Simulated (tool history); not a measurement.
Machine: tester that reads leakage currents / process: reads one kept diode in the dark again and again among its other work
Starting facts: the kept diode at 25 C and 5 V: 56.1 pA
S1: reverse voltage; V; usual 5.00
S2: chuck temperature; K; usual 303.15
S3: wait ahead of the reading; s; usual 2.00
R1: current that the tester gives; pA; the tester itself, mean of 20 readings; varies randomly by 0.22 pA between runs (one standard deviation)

| run | hour | S1 | S2 | S3 | R1 |
|---|---|---|---|---|---|
| 1 | 0.0 | 5.00 | 303.15 | 2.00 | 79.11 |
| 2 | 45.4 | 5.00 | 303.15 | 2.00 | 79.43 |
| 3 | 68.1 | 5.00 | 303.15 | 3.79 | 78.84 |
| 4 | 110.2 | 5.00 | 303.15 | 3.79 | 78.92 |
| 5 | 148.2 | 5.00 | 303.15 | 2.00 | 79.23 |
| 6 | 170.0 | 5.00 | 303.15 | 2.00 | 79.20 |
| 7 | 198.4 | 5.00 | 303.15 | 2.00 | 78.81 |
| 8 | 240.3 | 5.00 | 303.15 | 1.23 | 79.43 |
| 9 | 270.9 | 5.00 | 303.15 | 1.23 | 79.42 |
| 10 | 289.7 | 1.20 | 301.15 | 2.00 | 34.37 |
| 11 | 327.9 | 1.20 | 293.15 | 0.31 | 19.20 |
| 12 | 365.0 | 1.20 | 293.15 | 0.31 | 19.19 |
| 13 | 394.3 | 1.94 | 319.15 | 7.62 | 156.54 |
| 14 | 417.5 | 1.02 | 302.15 | 3.82 | 34.27 |
| 15 | 461.1 | 5.00 | 325.15 | 2.00 | 365.07 |
| 16 | 484.8 | 15.12 | 308.15 | 0.59 | 196.87 |
| 17 | 529.0 | 4.64 | 301.15 | 0.59 | 66.24 |

Alternative continuations, all from the tool just after run 17; predict every row:
| A | 561.1 | 18.50 | 303.15 | 2.00 | ? |
| B | 561.1 | 5.00 | 303.15 | 1.15 | ? |
| C | 561.1 | 4.64 | 314.15 | 6.29 | ? |
| D | 561.1 | 5.00 | 297.15 | 2.00 | ? |
| E | 561.1 | 4.64 | 307.15 | 0.59 | ? |

| run | R1 |
|---|---|
| A | 147.97 |
| B | 79.20 |
| C | 167.55 |
| D | 50.19 |
| E | 103.23 |
Without the tool's hidden state the same runs would have given:
| run | R1 |
|---|---|
| A | 154.86 |
| B | 83.15 |
| C | 175.64 |
| D | 52.72 |
| E | 108.30 |
